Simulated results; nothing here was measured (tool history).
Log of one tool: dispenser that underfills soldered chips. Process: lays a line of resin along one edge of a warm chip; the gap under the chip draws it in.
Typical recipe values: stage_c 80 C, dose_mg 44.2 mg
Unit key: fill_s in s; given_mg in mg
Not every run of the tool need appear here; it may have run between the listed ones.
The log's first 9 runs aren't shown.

run	hour	stage_c	dose_mg	fill_s	given_mg
10	32.4	80	44.2	219.8	43.75
11	34.8	80	44.2	256.7	44.05
12	37.5	80	44.2	294.5	43.8
13	42	80	44.2	382	43.84
# hour 43.7: new syringe of resin
14	44.6	80	44.2	186.4	43.72
15	47.5	80	44.2	225	43.33
16	49.4	80	44.2	249.9	43.84
17	52.8	80	44.2	302.3	43.39
18	54.8	80	45	338.4	44.26
# hour 58.7: new syringe of resin
19	59.6	69	43	269	42.14
20	61.9	68	48.3	309.6	47.08
21	66.6	67	44.8	418.1	43.91
22	68.7	68	46.2	470.1	44.73
23	70.9	76	53	401.7	51.68
# hour 73.6: new syringe of resin
24	75.6	71	44.1	267.5	42.55
25	79.5	95	52.2	160.1	50.76
26	81.7	69	38.4	410.2	37.18
27	86.3	77	41.8	400.9	40.35

Run 28 comes next. What will it give?
# hour 88.4: new syringe of resin
28	88.9	77	41.8	?	?

Run 28 produced fill_s 204.4 s, given_mg 39.68 mg.
Without the tool's hidden state the same run would have given fill_s 201.2 s, given_mg 41.33 mg.
